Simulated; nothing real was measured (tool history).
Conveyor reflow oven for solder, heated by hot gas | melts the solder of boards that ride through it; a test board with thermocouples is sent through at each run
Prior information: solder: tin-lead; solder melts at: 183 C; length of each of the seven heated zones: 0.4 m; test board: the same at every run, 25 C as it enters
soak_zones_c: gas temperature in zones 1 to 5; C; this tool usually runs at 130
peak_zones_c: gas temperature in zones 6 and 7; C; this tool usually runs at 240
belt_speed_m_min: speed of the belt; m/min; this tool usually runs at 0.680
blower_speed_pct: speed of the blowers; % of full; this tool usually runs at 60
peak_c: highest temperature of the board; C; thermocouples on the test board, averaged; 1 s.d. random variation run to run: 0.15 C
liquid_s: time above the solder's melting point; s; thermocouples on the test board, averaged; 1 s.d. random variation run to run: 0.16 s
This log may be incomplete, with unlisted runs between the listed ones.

run     day  soak_zones_c  peak_zones_c  belt_speed_m_min  blower_speed_pct  peak_c  liquid_s
  1   0.000           130           240             0.680                60   218.3      51.7
  2   1.588           130           240             0.680                60   218.3      51.3
      2.183  -- flux residue cleaned out of gas plates and filters
  3   3.746           130           240             0.680                60   220.3      53.1
  4   5.154           130           240             0.585                60   225.2      66.3
  5   7.492           130           240             0.585                60   225.4      66.3
  6   8.829           130           240             0.585                60   225.1      66.2
  7  11.221           130           241             0.680                60   220.5      53.1
  8  13.592           130           240             0.680                60   219.6      52.4
  9  15.871           130           240             0.680                60   219.2      52.4
     17.421  -- flux residue cleaned out of gas plates and filters
 10  18.300           130           240             0.680                60   220.7      53.9
 11  20.733           130           240             0.680                60   220.6      53.8
 12  23.288           130           240             0.680                60   220.8      53.5
 13  24.333           130           240             0.680                60   220.4      53.3
 14  25.388           118           240             0.680                60   218.0      48.4
 15  27.162           118           240             0.680                60   217.6      48.5
     29.117  -- belt drive overhauled, speed set with a stopwatch
 16  29.854           143           237             0.636                79   226.3      64.3
 17  31.854           132           240             0.661                60   220.4      54.0
     32.842  -- flux residue cleaned out of gas plates and filters
 18  34.383           137           240             0.721                77   225.5      54.3
 19  35.579           137           242             0.721                63   222.2      52.1
 20  38.038           137           242             0.721                63   222.1      52.4
 21  39.404           137           242             0.685                88   230.9      60.6
 22  41.446           137           242             0.685                61   223.4      55.9
 23  43.333           123           235             0.680                88   222.6      52.7
 24  44.846           123           235             0.680                88   222.2      52.4
     45.142  -- thermocouples of zones 6 and 7 changed
 25  46.242           136           242             0.564                62   227.4      71.2
     48.167  -- flux residue cleaned out of gas plates and filters
 26  48.867           143           242             0.680                62   223.8      58.5
 27  50.583           130           246             0.680                60   223.8      54.8
 28  52.004           130           246             0.680                60   223.7      54.6
 29  53.283           119           246             0.680                53   217.9      47.5

Here are 5 independent what-if runs from the current tool condition. What would each one return?
  A  54.650           124           240             0.552                60       ?         ?
  B  54.650           143           239             0.680                81       ?         ?
  C  54.650           141           249             0.680                57       ?         ?
  D  54.650           135           240             0.680                60       ?         ?
  E  54.650           133           246             0.695                53       ?         ?

run  peak_c  liquid_s
  A   224.9      67.5
  B   226.1      60.3
  C   227.4      60.0
  D   219.6      53.0
  E   220.4      51.7
Without the tool's unlogged condition, the same runs would have read:
run  peak_c  liquid_s
  A   225.1      67.3
  B   226.4      60.2
  C   227.6      59.8
  D   219.9      53.0
  E   220.7      51.6

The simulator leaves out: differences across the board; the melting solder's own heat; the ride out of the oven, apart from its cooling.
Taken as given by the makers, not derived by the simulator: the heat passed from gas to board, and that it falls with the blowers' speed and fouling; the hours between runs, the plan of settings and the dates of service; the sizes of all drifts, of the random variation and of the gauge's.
